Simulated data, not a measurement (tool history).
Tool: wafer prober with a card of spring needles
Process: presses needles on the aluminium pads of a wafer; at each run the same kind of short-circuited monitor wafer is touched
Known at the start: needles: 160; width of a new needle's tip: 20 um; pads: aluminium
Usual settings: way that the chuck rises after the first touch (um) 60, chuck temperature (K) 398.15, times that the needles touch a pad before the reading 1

run,hour,way that the chuck rises after the first touch (um),chuck temperature (K),times that the needles touch a pad before the reading,resistance of one needle with its contact and lead (mohm),way that a needle slides on the pad (um)
1,0.0,60,398.15,1,287,10.82
2,19.4,60,398.15,1,217,10.82
3,39.7,60,398.15,1,295,10.77
4,54.4,60,398.15,2,170,10.76
5,67.5,60,398.15,2,165,10.75
6,81.2,60,398.15,2,175,10.76
7,97.4,60,398.15,2,215,10.77
8,116.6,60,398.15,1,290,10.75
9,126.7,60,348.15,1,284,10.75
10,141.5,60,348.15,1,289,10.74
11,156.0,60,398.15,1,301,10.68
12,176.9,54,398.15,1,286,9.65
13,186.4,54,398.15,1,241,9.64
14,196.5,47,398.15,1,194,8.33
15,218.7,47,398.15,1,370,8.31
16,229.4,60,398.15,1,256,10.82
17,242.9,52,299.15,1,294,9.37
18,256.0,63,387.15,2,208,11.34
19,274.0,60,398.15,1,298,10.79
20,296.4,60,304.15,2,229,10.80
21,305.5,60,304.15,2,198,10.81
22,315.5,60,319.15,1,164,10.73
23,329.5,60,319.15,1,165,10.76
24,347.9,60,319.15,1,241,10.71
25,360.3,60,319.15,1,240,10.75
26,377.3,49,398.15,2,268,8.74
27,399.7,62,329.15,2,206,11.08
28,411.0,66,329.15,2,187,11.84
29,433.2,62,329.15,2,160,11.07
30,445.9,62,329.15,2,154,11.18
31,457.6,42,331.15,2,346,7.58

Taken out of this log: 37 entries between the listed runs. Where each belongs, and how the hidden state differs across it:
Between runs 1 and 2: tips cleaned on abrasive film (hour 2.7); tips cleaned on abrasive film (hour 16.0)
  debris on the tips, nm: 104 -> 48.2; way that the needles fall short of the set height, um: 0 -> 0.09; tips' diameter, um: 21.07 -> 21.1
  measured less the result without the state, resistance of one needle with its contact and lead (mohm): +125 -> +58; way that a needle slides on the pad (um): +0.00 -> -0.02
Between runs 2 and 3: tips cleaned on abrasive film (hour 28.8)
  debris on the tips, nm: 48.2 -> 115; way that the needles fall short of the set height, um: 0.09 -> 0.12; tips' diameter, um: 21.1 -> 21.12
  measured less the result without the state, resistance of one needle with its contact and lead (mohm): +58 -> +137; way that a needle slides on the pad (um): -0.02 -> -0.02
Between runs 3 and 4: tips cleaned on abrasive film (hour 41.3); tips cleaned on abrasive film (hour 54.2)
  debris on the tips, nm: 115 -> 16.6; way that the needles fall short of the set height, um: 0.12 -> 0.22; tips' diameter, um: 21.12 -> 21.15
  measured less the result without the state, resistance of one needle with its contact and lead (mohm): +137 -> +13; way that a needle slides on the pad (um): -0.02 -> -0.03
Between runs 4 and 5: tips cleaned on abrasive film (hour 67.3)
  debris on the tips, nm: 16.6 -> 9.5; way that the needles fall short of the set height, um: 0.22 -> 0.26; tips' diameter, um: 21.15 -> 21.17
  measured less the result without the state, resistance of one needle with its contact and lead (mohm): +13 -> +8; way that a needle slides on the pad (um): -0.03 -> -0.05
Between runs 5 and 6: tips cleaned on abrasive film (hour 80.5)
  debris on the tips, nm: 9.5 -> 17.8; way that the needles fall short of the set height, um: 0.26 -> 0.3; tips' diameter, um: 21.17 -> 21.18
  measured less the result without the state, resistance of one needle with its contact and lead (mohm): +8 -> +14; way that a needle slides on the pad (um): -0.05 -> -0.06
Between runs 6 and 7: tips cleaned on abrasive film (hour 93.1)
  debris on the tips, nm: 17.8 -> 71.7; way that the needles fall short of the set height, um: 0.3 -> 0.35; tips' diameter, um: 21.18 -> 21.2
  measured less the result without the state, resistance of one needle with its contact and lead (mohm): +14 -> +54; way that a needle slides on the pad (um): -0.06 -> -0.06
Between runs 7 and 8: tips cleaned on abrasive film (hour 105.8)
  debris on the tips, nm: 71.7 -> 109.3; way that the needles fall short of the set height, um: 0.35 -> 0.4; tips' diameter, um: 21.2 -> 21.21
  measured less the result without the state, resistance of one needle with its contact and lead (mohm): +54 -> +132; way that a needle slides on the pad (um): -0.06 -> -0.07
Between runs 8 and 9: tips cleaned on abrasive film (hour 118.3)
  debris on the tips, nm: 109.3 -> 95.3; way that the needles fall short of the set height, um: 0.4 -> 0.44; tips' diameter, um: 21.21 -> 21.23
  measured less the result without the state, resistance of one needle with its contact and lead (mohm): +132 -> +129; way that a needle slides on the pad (um): -0.07 -> -0.08
Between runs 9 and 10: tips cleaned on abrasive film (hour 131.3)
  debris on the tips, nm: 95.3 -> 104.4; way that the needles fall short of the set height, um: 0.44 -> 0.48; tips' diameter, um: 21.23 -> 21.24
  measured less the result without the state, resistance of one needle with its contact and lead (mohm): +129 -> +138; way that a needle slides on the pad (um): -0.08 -> -0.09
Between runs 10 and 11: tips cleaned on abrasive film (hour 144.6)
  debris on the tips, nm: 104.4 -> 113.6; way that the needles fall short of the set height, um: 0.48 -> 0.53; tips' diameter, um: 21.24 -> 21.26
  measured less the result without the state, resistance of one needle with its contact and lead (mohm): +138 -> +140; way that a needle slides on the pad (um): -0.09 -> -0.09
Between runs 11 and 12: tips cleaned on abrasive film (hour 158.2); tips cleaned on abrasive film (hour 171.0)
  debris on the tips, nm: 113.6 -> 81.1; way that the needles fall short of the set height, um: 0.53 -> 0.6; tips' diameter, um: 21.26 -> 21.29
  measured less the result without the state, resistance of one needle with its contact and lead (mohm): +140 -> +124; way that a needle slides on the pad (um): -0.09 -> -0.11
Between runs 12 and 13: tips cleaned on abrasive film (hour 183.7)
  debris on the tips, nm: 81.1 -> 48.4; way that the needles fall short of the set height, um: 0.6 -> 0.65; tips' diameter, um: 21.29 -> 21.3
  measured less the result without the state, resistance of one needle with its contact and lead (mohm): +124 -> +75; way that a needle slides on the pad (um): -0.11 -> -0.11
Between runs 13 and 14: tips cleaned on abrasive film (hour 196.5)
  debris on the tips, nm: 48.4 -> 12.5; way that the needles fall short of the set height, um: 0.65 -> 0.7; tips' diameter, um: 21.3 -> 21.32
  measured less the result without the state, resistance of one needle with its contact and lead (mohm): +75 -> +27; way that a needle slides on the pad (um): -0.11 -> -0.12
Between runs 14 and 15: tips cleaned on abrasive film (hour 209.7)
  debris on the tips, nm: 12.5 -> 104.1; way that the needles fall short of the set height, um: 0.7 -> 0.73; tips' diameter, um: 21.32 -> 21.33
  measured less the result without the state, resistance of one needle with its contact and lead (mohm): +27 -> +205; way that a needle slides on the pad (um): -0.12 -> -0.13
Between runs 15 and 16: height of the first contact set anew (hour 221.0); tips cleaned on abrasive film (hour 223.7)
  debris on the tips, nm: 104.1 -> 79.3; way that the needles fall short of the set height, um: 0.73 -> 0.05; tips' diameter, um: 21.33 -> 21.35
  measured less the result without the state, resistance of one needle with its contact and lead (mohm): +205 -> +97; way that a needle slides on the pad (um): -0.13 -> -0.01
Between runs 16 and 17: tips cleaned on abrasive film (hour 237.1)
  debris on the tips, nm: 79.3 -> 78.2; way that the needles fall short of the set height, um: 0.05 -> 0.09; tips' diameter, um: 21.35 -> 21.36
  measured less the result without the state, resistance of one needle with its contact and lead (mohm): +97 -> +148; way that a needle slides on the pad (um): -0.01 -> -0.02
Between runs 17 and 18: tips cleaned on abrasive film (hour 250.9)
  debris on the tips, nm: 78.2 -> 73.1; way that the needles fall short of the set height, um: 0.09 -> 0.12; tips' diameter, um: 21.36 -> 21.37
  measured less the result without the state, resistance of one needle with its contact and lead (mohm): +148 -> +51; way that a needle slides on the pad (um): -0.02 -> -0.02
Between runs 18 and 19: tips cleaned on abrasive film (hour 263.1)
  debris on the tips, nm: 73.1 -> 113.2; way that the needles fall short of the set height, um: 0.12 -> 0.17; tips' diameter, um: 21.37 -> 21.39
  measured less the result without the state, resistance of one needle with its contact and lead (mohm): +51 -> +139; way that a needle slides on the pad (um): -0.02 -> -0.03
Between runs 19 and 20: tips cleaned on abrasive film (hour 276.1); tips cleaned on abrasive film (hour 288.8)
  debris on the tips, nm: 113.2 -> 96.7; way that the needles fall short of the set height, um: 0.17 -> 0.26; tips' diameter, um: 21.39 -> 21.42
  measured less the result without the state, resistance of one needle with its contact and lead (mohm): +139 -> +85; way that a needle slides on the pad (um): -0.03 -> -0.04
Between runs 20 and 21: tips cleaned on abrasive film (hour 301.7)
  debris on the tips, nm: 96.7 -> 64.3; way that the needles fall short of the set height, um: 0.26 -> 0.29; tips' diameter, um: 21.42 -> 21.43
  measured less the result without the state, resistance of one needle with its contact and lead (mohm): +85 -> +56; way that a needle slides on the pad (um): -0.04 -> -0.05
Between runs 21 and 22: tips cleaned on abrasive film (hour 315.5)
  debris on the tips, nm: 64.3 -> 11.4; way that the needles fall short of the set height, um: 0.29 -> 0.33; tips' diameter, um: 21.43 -> 21.45
  measured less the result without the state, resistance of one needle with its contact and lead (mohm): +56 -> +18; way that a needle slides on the pad (um): -0.05 -> -0.06
Between runs 22 and 23: tips cleaned on abrasive film (hour 329.1)
  debris on the tips, nm: 11.4 -> 12.6; way that the needles fall short of the set height, um: 0.33 -> 0.37; tips' diameter, um: 21.45 -> 21.46
  measured less the result without the state, resistance of one needle with its contact and lead (mohm): +18 -> +18; way that a needle slides on the pad (um): -0.06 -> -0.07
Between runs 23 and 24: tips cleaned on abrasive film (hour 342.8)
  debris on the tips, nm: 12.6 -> 65.8; way that the needles fall short of the set height, um: 0.37 -> 0.41; tips' diameter, um: 21.46 -> 21.47
  measured less the result without the state, resistance of one needle with its contact and lead (mohm): +18 -> +94; way that a needle slides on the pad (um): -0.07 -> -0.07
Between runs 24 and 25: tips cleaned on abrasive film (hour 356.4)
  debris on the tips, nm: 65.8 -> 64.2; way that the needles fall short of the set height, um: 0.41 -> 0.45; tips' diameter, um: 21.47 -> 21.49
  measured less the result without the state, resistance of one needle with its contact and lead (mohm): +94 -> +93; way that a needle slides on the pad (um): -0.07 -> -0.08
Between runs 25 and 26: tips cleaned on abrasive film (hour 369.6)
  debris on the tips, nm: 64.2 -> 92.8; way that the needles fall short of the set height, um: 0.45 -> 0.51; tips' diameter, um: 21.49 -> 21.51
  measured less the result without the state, resistance of one needle with its contact and lead (mohm): +93 -> +104; way that a needle slides on the pad (um): -0.08 -> -0.09
Between runs 26 and 27: tips cleaned on abrasive film (hour 382.3); tips cleaned on abrasive film (hour 394.6)
  debris on the tips, nm: 92.8 -> 70.5; way that the needles fall short of the set height, um: 0.51 -> 0.61; tips' diameter, um: 21.51 -> 21.54
  measured less the result without the state, resistance of one needle with its contact and lead (mohm): +104 -> +57; way that a needle slides on the pad (um): -0.09 -> -0.11
Between runs 27 and 28: tips cleaned on abrasive film (hour 407.8)
  debris on the tips, nm: 70.5 -> 53.1; way that the needles fall short of the set height, um: 0.61 -> 0.64; tips' diameter, um: 21.54 -> 21.56
  measured less the result without the state, resistance of one needle with its contact and lead (mohm): +57 -> +39; way that a needle slides on the pad (um): -0.11 -> -0.11
Between runs 28 and 29: tips cleaned on abrasive film (hour 420.6); tips cleaned on abrasive film (hour 433.1)
  debris on the tips, nm: 53.1 -> 14.2; way that the needles fall short of the set height, um: 0.64 -> 0.72; tips' diameter, um: 21.56 -> 21.58
  measured less the result without the state, resistance of one needle with its contact and lead (mohm): +39 -> +13; way that a needle slides on the pad (um): -0.11 -> -0.13
Between runs 29 and 30: height of the first contact set anew (hour 441.9); tips cleaned on abrasive film (hour 445.9)
  debris on the tips, nm: 14.2 -> 10; way that the needles fall short of the set height, um: 0.72 -> 0.05; tips' diameter, um: 21.58 -> 21.6
  measured less the result without the state, resistance of one needle with its contact and lead (mohm): +13 -> +9; way that a needle slides on the pad (um): -0.13 -> -0.01
